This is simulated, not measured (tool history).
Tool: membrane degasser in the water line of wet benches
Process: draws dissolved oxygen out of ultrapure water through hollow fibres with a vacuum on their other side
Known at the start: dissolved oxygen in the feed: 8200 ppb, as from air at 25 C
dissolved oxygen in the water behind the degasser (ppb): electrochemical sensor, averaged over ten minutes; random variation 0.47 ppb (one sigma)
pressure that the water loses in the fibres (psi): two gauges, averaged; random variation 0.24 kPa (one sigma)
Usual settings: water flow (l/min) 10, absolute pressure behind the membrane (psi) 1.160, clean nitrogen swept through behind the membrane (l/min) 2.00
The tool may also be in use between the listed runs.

| run | hour | water flow (l/min) | absolute pressure behind the membrane (psi) | clean nitrogen swept through behind the membrane (l/min) | dissolved oxygen in the water behind the degasser (ppb) | pressure that the water loses in the fibres (psi) |
|---|---|---|---|---|---|---|
| 1 | 0.0 | 10 | 1.160 | 2.00 | 64.0 | 8.921 |
| 2 | 41.4 | 10 | 1.160 | 2.00 | 64.4 | 8.920 |
| 3 | 61.5 | 10 | 1.160 | 2.00 | 63.2 | 8.921 |
| 4 | 86.8 | 8 | 1.160 | 2.00 | 48.7 | 7.139 |
| 5 | 115.9 | 8 | 1.160 | 2.00 | 49.1 | 7.111 |
| 6 | 162.9 | 8 | 1.208 | 2.00 | 53.1 | 7.130 |
| 7 | 190.2 | 10 | 1.160 | 2.00 | 63.0 | 8.868 |
| 8 | 211.8 | 10 | 1.160 | 2.00 | 63.7 | 8.841 |
| 9 | 253.1 | 10 | 1.160 | 2.00 | 63.1 | 8.895 |
| 10 | 280.7 | 10 | 1.160 | 2.00 | 63.8 | 8.863 |
| 11 | 325.2 | 10 | 1.160 | 2.00 | 62.8 | 8.939 |
| 12 | 355.9 | 10 | 1.160 | 2.00 | 63.5 | 8.866 |
| 13 | 399.9 | 10 | 1.160 | 2.00 | 63.2 | 8.868 |
| 14 | 449.2 | 10 | 1.160 | 2.00 | 63.1 | 8.847 |
| 15 | 491.0 | 10 | 1.160 | 2.00 | 62.2 | 8.866 |
| 16 | 515.5 | 10 | 1.160 | 2.00 | 63.3 | 8.850 |

The next listed run, before its measurement:
| 17 | 564.6 | 8 | 1.160 | 0.87 | ? | ? |

Run 17 gave dissolved oxygen in the water behind the degasser (ppb) 106.3, pressure that the water loses in the fibres (psi) 7.050.
Without the tool's hidden state the same run would have given dissolved oxygen in the water behind the degasser (ppb) 106.1, pressure that the water loses in the fibres (psi) 7.105.

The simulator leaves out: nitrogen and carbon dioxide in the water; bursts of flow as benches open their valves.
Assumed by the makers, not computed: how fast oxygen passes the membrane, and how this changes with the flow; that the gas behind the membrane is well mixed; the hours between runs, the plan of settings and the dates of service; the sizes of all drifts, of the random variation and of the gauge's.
